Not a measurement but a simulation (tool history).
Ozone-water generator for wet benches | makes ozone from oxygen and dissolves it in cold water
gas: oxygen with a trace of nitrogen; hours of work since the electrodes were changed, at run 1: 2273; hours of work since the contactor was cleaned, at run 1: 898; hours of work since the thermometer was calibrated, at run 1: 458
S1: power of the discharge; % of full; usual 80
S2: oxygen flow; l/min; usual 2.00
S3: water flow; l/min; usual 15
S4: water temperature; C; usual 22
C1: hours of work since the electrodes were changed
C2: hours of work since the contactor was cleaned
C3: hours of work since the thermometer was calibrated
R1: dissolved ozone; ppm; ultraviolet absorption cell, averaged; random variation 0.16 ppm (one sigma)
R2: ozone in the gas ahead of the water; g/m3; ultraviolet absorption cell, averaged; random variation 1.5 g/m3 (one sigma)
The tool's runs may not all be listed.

| run | hour | S1 | S2 | S3 | S4 | C1 | C2 | C3 | R1 | R2 |
|---|---|---|---|---|---|---|---|---|---|---|
| 1 | 0.0 | 80 | 2.00 | 15 | 22 | 2273 | 898 | 458 | 18.9 | 262.8 |
| 2 | 140.5 | 80 | 2.00 | 15 | 22 | 2358 | 983 | 543 | 18.8 | 262.4 |
| 3 | 296.9 | 56 | 2.00 | 15 | 22 | 2453 | 1078 | 638 | 15.5 | 215.4 |
| 4 | 404.6 | 85 | 2.00 | 15 | 22 | 2518 | 1143 | 703 | 19.4 | 271.8 |
| 5 | 562.2 | 85 | 2.00 | 15 | 22 | 2614 | 1239 | 799 | 19.1 | 267.3 |
| 6 | 710.3 | 85 | 2.00 | 15 | 22 | 2704 | 1329 | 889 | 19.4 | 271.8 |
| 7 | 822.8 | 85 | 2.00 | 15 | 22 | 2772 | 1397 | 957 | 19.7 | 269.1 |
| 8 | 981.2 | 63 | 2.00 | 15 | 22 | 2868 | 1493 | 1053 | 16.2 | 226.1 |
| 9 | 1083.4 | 63 | 2.00 | 15 | 22 | 2930 | 1555 | 1115 | 16.3 | 225.5 |
| 10 | 1241.1 | 63 | 2.00 | 15 | 22 | 3026 | 1651 | 1211 | 16.3 | 227.8 |
| 11 | 1384.7 | 80 | 2.00 | 15 | 22 | 3113 | 1738 | 1298 | 18.6 | 256.9 |
| 12 | 1494.7 | 80 | 2.00 | 15 | 22 | 3180 | 1805 | 1365 | 18.5 | 256.4 |
| 13 | 1572.2 | 80 | 2.00 | 15 | 22 | 3227 | 1852 | 1412 | 18.1 | 257.3 |
| 14 | 1703.0 | 48 | 2.00 | 15 | 22 | 3306 | 1931 | 1491 | 13.8 | 192.9 |
| 15 | 1825.2 | 48 | 2.00 | 15 | 22 | 3381 | 2005 | 1565 | 13.9 | 194.6 |
| 16 | 1988.0 | 42 | 2.00 | 15 | 22 | 3479 | 2104 | 1664 | 13.2 | 180.8 |
| 17 | 2157.9 | 42 | 2.00 | 15 | 22 | 3582 | 2207 | 1767 | 12.8 | 181.0 |
| 18 | 2257.3 | 42 | 2.00 | 15 | 22 | 3643 | 2268 | 1827 | 12.9 | 181.3 |
| 19 | 2376.3 | 67 | 1.17 | 15 | 20 | 3715 | 2340 | 1900 | 13.6 | 281.2 |
| 20 | 2521.2 | 63 | 3.29 | 15 | 21 | 3803 | 2428 | 1988 | 18.2 | 185.5 |
| 21 | 2627.5 | 63 | 3.29 | 15 | 21 | 3867 | 2492 | 2052 | 18.1 | 185.6 |
| 22 | 2722.8 | 80 | 2.00 | 15 | 26 | 3925 | 2550 | 2110 | 17.2 | 252.0 |
| 23 | 2889.0 | 80 | 2.00 | 15 | 26 | 4026 | 2651 | 2211 | 17.1 | 253.5 |
|  | 2900.3 | water thermometer calibrated |
| 24 | 2963.1 | 80 | 2.00 | 15 | 26 | 4071 | 2696 | 38 | 17.2 | 254.5 |
| 25 | 3083.4 | 80 | 1.36 | 17 | 30 | 4144 | 2769 | 111 | 13.1 | 288.4 |
| 26 | 3158.5 | 52 | 2.00 | 15 | 22 | 4189 | 2814 | 157 | 14.1 | 201.1 |
| 27 | 3330.5 | 97 | 3.41 | 15 | 19 | 4294 | 2918 | 261 | 23.5 | 227.1 |
|  | 3380.4 | water thermometer calibrated, once more |
| 28 | 3472.7 | 97 | 3.41 | 15 | 19 | 4380 | 3004 | 56 | 23.3 | 228.7 |
| 29 | 3572.2 | 96 | 2.61 | 18 | 23 | 4440 | 3065 | 116 | 17.9 | 249.2 |
| 30 | 3650.2 | 45 | 1.00 | 15 | 29 | 4487 | 3112 | 164 | 9.5 | 238.3 |
| 31 | 3779.5 | 52 | 2.00 | 15 | 22 | 4566 | 3191 | 242 | 14.3 | 197.3 |
| 32 | 3890.8 | 52 | 2.00 | 15 | 22 | 4633 | 3258 | 310 | 14.0 | 197.6 |
| 33 | 3994.7 | 81 | 1.87 | 19 | 21 | 4696 | 3321 | 373 | 14.3 | 253.9 |

4 ways to go on from here, each from the tool as it stands after run 33. What would each give?
| A | 4077.9 | 92 | 1.36 | 11 | 22 | 4747 | 3372 | 423 | ? | ? |
| B | 4077.9 | 84 | 3.49 | 12 | 22 | 4747 | 3372 | 423 | ? | ? |
| C | 4077.9 | 81 | 1.87 | 19 | 15 | 4747 | 3372 | 423 | ? | ? |
| D | 4077.9 | 57 | 1.87 | 11 | 27 | 4747 | 3372 | 423 | ? | ? |

| run | R1 | R2 |
|---|---|---|
| A | 21.5 | 307.2 |
| B | 23.9 | 206.0 |
| C | 14.6 | 254.1 |
| D | 17.2 | 212.9 |
Without the tool's hidden state the same runs would have given:
| run | R1 | R2 |
|---|---|---|
| A | 24.8 | 349.4 |
| B | 27.5 | 233.0 |
| C | 16.8 | 286.6 |
| D | 19.3 | 235.0 |
